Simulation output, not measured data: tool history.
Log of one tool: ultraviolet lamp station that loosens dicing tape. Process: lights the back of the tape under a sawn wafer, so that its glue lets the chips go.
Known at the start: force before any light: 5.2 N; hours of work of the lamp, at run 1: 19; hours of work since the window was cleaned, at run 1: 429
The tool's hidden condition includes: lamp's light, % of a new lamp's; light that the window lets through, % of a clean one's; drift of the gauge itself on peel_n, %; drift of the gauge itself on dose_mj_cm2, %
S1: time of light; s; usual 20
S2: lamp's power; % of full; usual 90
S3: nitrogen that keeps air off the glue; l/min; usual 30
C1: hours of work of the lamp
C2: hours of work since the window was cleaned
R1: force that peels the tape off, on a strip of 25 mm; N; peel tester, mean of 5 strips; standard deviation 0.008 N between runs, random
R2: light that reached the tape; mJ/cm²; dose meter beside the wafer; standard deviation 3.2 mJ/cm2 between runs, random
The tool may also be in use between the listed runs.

run,hour,S1,S2,S3,C1,C2,R1,R2
1,0.0,20,90,30,19,429,0.409,450
# hour 6.8: window cleaned of glue's vapour
2,10.2,20,90,30,27,3,0.330,485
3,17.3,20,90,30,33,8,0.325,485
4,29.3,20,83,30,42,18,0.408,450
5,45.4,20,83,30,55,30,0.405,444
6,54.2,23,90,30,62,37,0.251,546
7,69.2,23,90,30,74,49,0.259,546
8,84.2,23,90,30,85,61,0.257,542
9,99.5,23,90,30,98,73,0.269,538
10,112.7,23,87,30,108,84,0.295,520
11,122.4,20,90,30,116,91,0.379,466
12,136.8,10,90,30,127,103,1.338,232
13,144.4,10,90,30,133,109,1.362,232
14,152.0,14,90,30,139,115,0.783,323
15,160.9,14,90,37,146,122,0.722,321
16,173.4,14,90,37,156,132,0.711,321
17,185.9,14,90,37,166,141,0.700,317
18,199.6,14,90,37,177,152,0.780,314
19,214.6,14,90,37,188,164,0.759,312
20,231.1,20,90,30,201,177,0.434,444
21,246.9,20,90,30,214,190,0.437,440
22,258.0,20,90,30,223,198,0.439,442
23,265.5,20,90,30,229,204,0.420,436
24,279.3,20,90,30,240,215,0.432,433
25,294.7,37,68,30,252,227,0.212,605
26,310.3,37,68,49,264,240,0.147,597
27,319.1,37,72,48,271,247,0.147,637
28,328.4,37,72,48,278,254,0.141,628
29,339.1,23,95,50,287,262,0.225,511
30,349.5,23,93,12,295,271,0.623,503
31,364.2,23,93,12,307,282,0.622,499
32,373.7,18,61,30,314,290,1.148,251
33,390.5,10,90,30,327,303,1.468,208
34,399.5,17,69,30,334,310,1.067,270
35,407.9,14,78,57,341,317,0.937,247
36,415.7,14,86,15,347,323,1.414,269
37,428.9,20,90,20,358,333,0.654,406
38,443.1,19,65,12,369,344,1.580,275
39,451.8,32,91,12,376,351,0.349,645
40,468.1,32,91,12,389,364,0.369,646
41,483.1,18,86,9,400,376,1.343,340
42,496.4,40,98,9,411,387,0.228,855
43,505.7,40,98,9,418,394,0.231,859

Forecast each of these 3 alternatives for the next run:
A,519.9,40,74,31,429,405,?,?
B,519.9,32,90,30,429,405,?,?
C,519.9,40,98,9,429,405,?,?

run,R1,R2
A,0.184,641
B,0.186,628
C,0.234,846
Take away the tool's hidden state, keep each run's random variation, and the runs would have read:
run,R1,R2
A,0.113,829
B,0.111,810
C,0.133,1094
